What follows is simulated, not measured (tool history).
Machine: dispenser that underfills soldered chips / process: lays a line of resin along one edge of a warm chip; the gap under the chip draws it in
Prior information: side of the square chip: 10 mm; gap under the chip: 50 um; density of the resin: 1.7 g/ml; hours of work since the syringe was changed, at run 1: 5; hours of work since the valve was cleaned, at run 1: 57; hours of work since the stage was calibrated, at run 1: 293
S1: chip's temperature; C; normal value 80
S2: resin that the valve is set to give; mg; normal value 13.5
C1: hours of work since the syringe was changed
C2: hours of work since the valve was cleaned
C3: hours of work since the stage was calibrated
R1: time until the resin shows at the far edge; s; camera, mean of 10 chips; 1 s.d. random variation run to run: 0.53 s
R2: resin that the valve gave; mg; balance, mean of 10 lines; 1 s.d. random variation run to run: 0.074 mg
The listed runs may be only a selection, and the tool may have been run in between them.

run	hour	S1	S2	C1	C2	C3	R1	R2
1	0.0	80	13.5	5	57	293	65.2	13.16
2	7.6	80	13.5	10	62	298	96.4	13.05
# hour 8.6: new syringe of resin
3	14.6	66	13.5	4	66	302	125.1	12.95
4	23.6	80	13.5	9	71	307	92.7	13.04
# hour 25.8: new syringe of resin
5	33.8	81	13.5	5	77	313	63.6	12.95
# hour 42.4: new syringe of resin
6	42.9	81	13.5	0	82	318	44.3	13.12
# hour 48.7: dispensing valve cleaned and set on the balance
7	55.9	80	11.8	8	4	326	79.8	11.74
# hour 60.2: new syringe of resin
8	66.8	86	11.8	4	11	332	46.1	11.83
9	76.4	86	11.8	10	17	338	75.3	11.70
# hour 77.9: new syringe of resin
10	89.1	86	11.8	7	24	345	58.6	11.77
# hour 95.0: new syringe of resin
11	101.6	70	14.8	4	32	353	105.2	14.58
# hour 112.2: new syringe of resin
12	112.3	91	16.4	0	38	359	26.4	16.11
13	124.0	90	14.0	7	45	366	49.0	13.70
# hour 129.7: new syringe of resin
14	137.0	90	14.0	4	53	374	40.9	13.67

Forecast each of these 5 alternatives for the next run:
A	144.1	82	11.6	9	57	378	?	?
B	144.1	66	14.0	9	57	378	?	?
C	144.1	67	13.4	9	57	378	?	?
D	144.1	69	15.9	9	57	378	?	?
E	144.1	66	12.3	9	57	378	?	?

run	R1	R2
A	85.5	11.31
B	188.5	13.64
C	180.4	13.09
D	161.9	15.42
E	193.5	11.95
Take away the tool's hidden state, keep each run's random variation, and the runs would have read:
run	R1	R2
A	40.0	11.64
B	88.1	14.03
C	84.2	13.46
D	76.0	15.86
E	90.5	12.29
